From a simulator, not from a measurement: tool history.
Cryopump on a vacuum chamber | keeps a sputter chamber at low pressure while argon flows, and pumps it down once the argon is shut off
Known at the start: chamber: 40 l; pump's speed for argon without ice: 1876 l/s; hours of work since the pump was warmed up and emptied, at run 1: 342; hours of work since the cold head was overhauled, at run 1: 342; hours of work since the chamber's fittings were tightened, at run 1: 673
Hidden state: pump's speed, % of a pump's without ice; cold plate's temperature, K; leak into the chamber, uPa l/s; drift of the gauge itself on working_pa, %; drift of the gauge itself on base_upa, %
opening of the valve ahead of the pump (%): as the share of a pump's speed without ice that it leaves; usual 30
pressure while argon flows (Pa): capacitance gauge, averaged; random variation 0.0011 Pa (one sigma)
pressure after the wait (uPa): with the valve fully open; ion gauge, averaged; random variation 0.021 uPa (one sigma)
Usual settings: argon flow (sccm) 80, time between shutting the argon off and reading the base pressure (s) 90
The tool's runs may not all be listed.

run    hour  argon flow (sccm)  time between shutting the argon off and reading the base pressure (s)  opening of the valve ahead of the pump (%)  hours of work since the pump was warmed up and emptied  hours of work since the cold head was overhauled  hours of work since the chamber's fittings were tightened  pressure while argon flows (Pa)  pressure after the wait (uPa)
  1       0                 80                                                                     90                                          30                                                     342                                               342                                                        673                           0.2543                           1.51
  2    45.2                 80                                                                     90                                          30                                                     372                                               372                                                        702                           0.2546                           1.49
  3   106.7                 80                                                                     90                                          51                                                     411                                               411                                                        742                             0.16                           1.59
  4   144.3                 80                                                                     90                                          51                                                     436                                               436                                                        766                           0.1601                           1.73
  5   195.3                 80                                                                     90                                          51                                                     469                                               469                                                        799                           0.1622                           1.76
  6   246.2                 80                                                                     90                                          30                                                     501                                               501                                                        832                            0.265                            1.8
  7   303.7                 80                                                                     90                                          30                                                     539                                               539                                                        869                           0.2666                           1.99
  8   341.3                 80                                                                     27                                          30                                                     563                                               563                                                        893                           0.2681                           2.88
  9   417.1                 58                                                                     90                                          30                                                     612                                               612                                                        942                           0.1985                           2.21
      454.8  -- pump warmed up, emptied and cooled again
 10   479.9                 58                                                                     90                                          30                                                      16                                               649                                                        979                           0.1755                           1.64
 11   548.5                 80                                                                     90                                          30                                                      60                                               693                                                       1024                           0.2411                           1.75
 12   581.2                 80                                                                     90                                          30                                                      82                                               715                                                       1045                           0.2437                           1.77
 13   624.1                 80                                                                     90                                          30                                                     109                                               742                                                       1073                           0.2444                            1.8
 14   688.5                 49                                                                    281                                          20                                                     151                                               784                                                       1114                           0.2244                           1.71
      719.1  -- leaking fittings of the chamber tightened, without venting
 15   738.3                 49                                                                    281                                          20                                                     182                                               815                                                         12                           0.2271                           0.35
 16   813.6                137                                                                     90                                          16                                                     230                                               863                                                         61                           0.7876                           0.61
 17   859.4                137                                                                     90                                          16                                                     260                                               893                                                         91                           0.7912                           0.72
 18   921.8                137                                                                     90                                          16                                                     300                                               933                                                        131                           0.7892                           0.73
 19   972.5                121                                                                     46                                          17                                                     333                                               966                                                        164                           0.6642                           1.13
 20  1036.7                121                                                                     46                                          17                                                     374                                              1007                                                        205                           0.6703                           1.21
 21  1080.1                121                                                                     46                                          17                                                     402                                              1035                                                        233                           0.6688                           1.24
 22  1139.5                 51                                                                     80                                          30                                                     441                                              1074                                                        271                           0.1653                              1
 23  1202.6                 51                                                                     80                                          30                                                     482                                              1114                                                        312                           0.1688                            1.1

Forecast each of these 3 alternatives for the next run:
  A  1276                 72                                                                     80                                          30                                                     529                                              1162                                                        360                                ?                              ?
  B  1276                 47                                                                     80                                          44                                                     529                                              1162                                                        360                                ?                              ?
  C  1276                 80                                                                    224                                          39                                                     529                                              1162                                                        360                                ?                              ?

run  pressure while argon flows (Pa)  pressure after the wait (uPa)
  A                           0.2402                           1.18
  B                           0.1124                           1.25
  C                           0.2093                           0.96
Without the tool's hidden state the same runs would have given:
run  pressure while argon flows (Pa)  pressure after the wait (uPa)
  A                           0.2161                           0.55
  B                           0.0967                           0.61
  C                           0.1826                           0.32

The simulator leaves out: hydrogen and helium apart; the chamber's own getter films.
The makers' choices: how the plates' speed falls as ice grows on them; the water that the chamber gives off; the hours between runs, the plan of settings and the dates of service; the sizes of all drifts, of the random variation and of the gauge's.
